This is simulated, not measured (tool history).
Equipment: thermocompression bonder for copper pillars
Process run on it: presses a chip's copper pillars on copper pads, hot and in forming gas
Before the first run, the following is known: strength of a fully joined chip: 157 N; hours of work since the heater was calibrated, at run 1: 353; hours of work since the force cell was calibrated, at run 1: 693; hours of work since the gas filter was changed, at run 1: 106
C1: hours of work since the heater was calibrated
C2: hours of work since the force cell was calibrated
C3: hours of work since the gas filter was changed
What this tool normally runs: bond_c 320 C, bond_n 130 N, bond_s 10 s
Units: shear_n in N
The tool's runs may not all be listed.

run 1 hour=0 | bond_c=320 bond_n=130 bond_s=10 | C1=353 C2=693 C3=106 | shear_n=80
run 2 hour=40.1 | bond_c=320 bond_n=173 bond_s=10 | C1=372 C2=712 C3=125 | shear_n=99.8
run 3 hour=98.1 | bond_c=320 bond_n=173 bond_s=10 | C1=400 C2=740 C3=152 | shear_n=98.1
run 4 hour=137.2 | bond_c=320 bond_n=162 bond_s=10 | C1=418 C2=758 C3=171 | shear_n=94.5
run 5 hour=199.7 | bond_c=320 bond_n=130 bond_s=29 | C1=448 C2=788 C3=201 | shear_n=107.7
run 6 hour=259.4 | bond_c=320 bond_n=132 bond_s=10 | C1=476 C2=816 C3=229 | shear_n=78.3
run 7 hour=305.5 | bond_c=320 bond_n=132 bond_s=10 | C1=498 C2=838 C3=251 | shear_n=77.6
-- hour=323.2 heater calibrated with a thermocouple chip
run 8 hour=366.4 | bond_c=320 bond_n=130 bond_s=6 | C1=21 C2=866 C3=279 | shear_n=69.1
-- hour=383.6 forming gas filter changed
run 9 hour=422.4 | bond_c=320 bond_n=130 bond_s=6 | C1=47 C2=893 C3=18 | shear_n=72.1
run 10 hour=485.6 | bond_c=320 bond_n=130 bond_s=10 | C1=77 C2=923 C3=49 | shear_n=85
run 11 hour=521.8 | bond_c=320 bond_n=121 bond_s=10 | C1=94 C2=940 C3=66 | shear_n=79.7
run 12 hour=574 | bond_c=320 bond_n=164 bond_s=10 | C1=119 C2=965 C3=91 | shear_n=99.8
run 13 hour=605.2 | bond_c=318 bond_n=164 bond_s=10 | C1=134 C2=980 C3=105 | shear_n=97.7
run 14 hour=634.6 | bond_c=318 bond_n=164 bond_s=10 | C1=148 C2=994 C3=119 | shear_n=95.5
run 15 hour=696.8 | bond_c=320 bond_n=148 bond_s=10 | C1=177 C2=1023 C3=149 | shear_n=90.8
run 16 hour=750.7 | bond_c=320 bond_n=148 bond_s=10 | C1=203 C2=1049 C3=175 | shear_n=89.7
run 17 hour=795.2 | bond_c=320 bond_n=130 bond_s=28 | C1=224 C2=1070 C3=196 | shear_n=108.5
run 18 hour=825.3 | bond_c=320 bond_n=130 bond_s=28 | C1=238 C2=1084 C3=210 | shear_n=108.2
run 19 hour=888 | bond_c=320 bond_n=130 bond_s=28 | C1=268 C2=1114 C3=240 | shear_n=108.8
run 20 hour=939.8 | bond_c=339 bond_n=130 bond_s=28 | C1=293 C2=1139 C3=264 | shear_n=117.5
-- hour=990.8 forming gas filter changed
run 21 hour=994.6 | bond_c=320 bond_n=187 bond_s=28 | C1=319 C2=1164 C3=2 | shear_n=133.9
run 22 hour=1045.4 | bond_c=320 bond_n=187 bond_s=28 | C1=343 C2=1189 C3=26 | shear_n=133.8
run 23 hour=1083.1 | bond_c=313 bond_n=187 bond_s=22 | C1=361 C2=1207 C3=44 | shear_n=121.6
run 24 hour=1110.7 | bond_c=347 bond_n=113 bond_s=10 | C1=374 C2=1220 C3=57 | shear_n=92.3
run 25 hour=1171 | bond_c=347 bond_n=113 bond_s=10 | C1=403 C2=1248 C3=86 | shear_n=90.4
run 26 hour=1226.9 | bond_c=347 bond_n=113 bond_s=10 | C1=429 C2=1275 C3=112 | shear_n=89.7
run 27 hour=1268.9 | bond_c=347 bond_n=113 bond_s=10 | C1=449 C2=1295 C3=132 | shear_n=88.6
run 28 hour=1305.6 | bond_c=347 bond_n=113 bond_s=10 | C1=467 C2=1312 C3=150 | shear_n=89.3
run 29 hour=1357.8 | bond_c=313 bond_n=185 bond_s=10 | C1=491 C2=1337 C3=174 | shear_n=94.7
-- hour=1392.1 heater calibrated with a thermocouple chip
run 30 hour=1392.1 | bond_c=313 bond_n=185 bond_s=10 | C1=0 C2=1352 C3=190 | shear_n=96
run 31 hour=1455.5 | bond_c=320 bond_n=130 bond_s=14 | C1=30 C2=1383 C3=220 | shear_n=88.2
run 32 hour=1493.6 | bond_c=302 bond_n=114 bond_s=5 | C1=48 C2=1401 C3=238 | shear_n=43.9
run 33 hour=1536 | bond_c=330 bond_n=130 bond_s=9 | C1=68 C2=1421 C3=258 | shear_n=81.3
run 34 hour=1585.2 | bond_c=340 bond_n=99 bond_s=6 | C1=92 C2=1444 C3=282 | shear_n=60.9
-- hour=1595.8 forming gas filter changed
run 35 hour=1644.1 | bond_c=338 bond_n=105 bond_s=10 | C1=120 C2=1472 C3=23 | shear_n=80
run 36 hour=1703.5 | bond_c=329 bond_n=130 bond_s=26 | C1=148 C2=1500 C3=51 | shear_n=115.4
run 37 hour=1750.7 | bond_c=320 bond_n=132 bond_s=7 | C1=170 C2=1523 C3=74 | shear_n=71.6
run 38 hour=1786.9 | bond_c=317 bond_n=114 bond_s=10 | C1=187 C2=1540 C3=91 | shear_n=68.2

Some steps in shear_n between neighbouring runs. How much of each would the tool show without its hidden state too (settings, what came in, random variation), and how much is left for the hidden state, with any gauge scatter that isn't in both results?
The hidden state here: true temperature of the bond over the reading, C; force that reaches the chip, % of what is set; oxide that the forming gas leaves, % of the face; drift of the gauge itself on shear_n, %.
Run 7 -> 8: bond_n 132 -> 130, bond_s 10 -> 6, heater calibrated with a thermocouple chip. shear_n -8.5 N: hidden state +6.6, all else -15.1.
Run 20 -> 21: bond_c 339 -> 320, bond_n 130 -> 187, forming gas filter changed. shear_n +16.4 N: hidden state +5.9, all else +10.5.
Run 31 -> 32: bond_c 320 -> 302, bond_n 130 -> 114, bond_s 14 -> 5. shear_n -44.3 N: hidden state +3.3, all else -47.6.
Run 32 -> 33: bond_c 302 -> 330, bond_n 114 -> 130, bond_s 5 -> 9. shear_n +37.4 N: hidden state -4, all else +41.4.
Run 36 -> 37: bond_c 329 -> 320, bond_n 130 -> 132, bond_s 26 -> 7. shear_n -43.8 N: hidden state -0.1, all else -43.7.
